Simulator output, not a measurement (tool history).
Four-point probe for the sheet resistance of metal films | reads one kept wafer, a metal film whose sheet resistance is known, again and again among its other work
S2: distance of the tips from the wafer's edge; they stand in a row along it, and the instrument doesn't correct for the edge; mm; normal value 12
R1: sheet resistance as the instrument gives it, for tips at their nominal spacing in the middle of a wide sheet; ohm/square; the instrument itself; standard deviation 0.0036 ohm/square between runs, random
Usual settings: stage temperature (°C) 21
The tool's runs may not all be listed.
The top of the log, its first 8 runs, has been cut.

{"run": 9, "hour": 222.2, "stage temperature (°C)": 22, "S2": 12, "R1": 18.018264}
{"run": 10, "hour": 242.4, "stage temperature (°C)": 21, "S2": 12, "R1": 18.034276}
{"run": 11, "hour": 266.3, "stage temperature (°C)": 21, "S2": 12, "R1": 18.033052}
{"run": 12, "hour": 299.2, "stage temperature (°C)": 25, "S2": 12, "R1": 17.977629}
{"run": 13, "hour": 328.8, "stage temperature (°C)": 29, "S2": 12, "R1": 17.930643}
{"run": 14, "hour": 358.9, "stage temperature (°C)": 21, "S2": 3, "R1": 18.970032}
{"run": 15, "hour": 388.5, "stage temperature (°C)": 21, "S2": 3, "R1": 18.968994}
{"run": 16, "hour": 420.8, "stage temperature (°C)": 27, "S2": 12, "R1": 17.96148}
{"run": 17, "hour": 445.3, "stage temperature (°C)": 21, "S2": 12, "R1": 18.023777}
{"run": 18, "hour": 463.9, "stage temperature (°C)": 21, "S2": 12, "R1": 18.024249}
{"run": 19, "hour": 477.3, "stage temperature (°C)": 19, "S2": 13, "R1": 18.04642}
{"run": 20, "hour": 504.7, "stage temperature (°C)": 32, "S2": 11, "R1": 17.904025}
{"run": 21, "hour": 523.0, "stage temperature (°C)": 32, "S2": 11, "R1": 17.899445}
{"run": 22, "hour": 551.3, "stage temperature (°C)": 32, "S2": 11, "R1": 17.899623}
{"run": 23, "hour": 571.4, "stage temperature (°C)": 24, "S2": 4, "R1": 18.49908}
{"run": 24, "hour": 590.4, "stage temperature (°C)": 35, "S2": 6, "R1": 18.04548}
{"run": 25, "hour": 620.5, "stage temperature (°C)": 25, "S2": 27, "R1": 17.922549}
{"run": 26, "hour": 652.6, "stage temperature (°C)": 22, "S2": 6, "R1": 18.202279}
{"run": 27, "hour": 682.5, "stage temperature (°C)": 29, "S2": 18, "R1": 17.884392}
{"run": 28, "hour": 714.5, "stage temperature (°C)": 30, "S2": 6, "R1": 18.108384}
{"run": 29, "hour": 745.9, "stage temperature (°C)": 30, "S2": 14, "R1": 17.886911}
{"run": 30, "hour": 763.9, "stage temperature (°C)": 34, "S2": 31, "R1": 17.802657}
{"run": 31, "hour": 778.6, "stage temperature (°C)": 34, "S2": 8, "R1": 17.929617}

Run 32 comes next. What will it give?
{"run": 32, "hour": 806.4, "stage temperature (°C)": 34, "S2": 8, "R1": "?"}

{"run 32": {"R1": 17.935869}}
The same run, on a tool lacking any hidden state, would have yielded R1 18.099540 ohm/square.
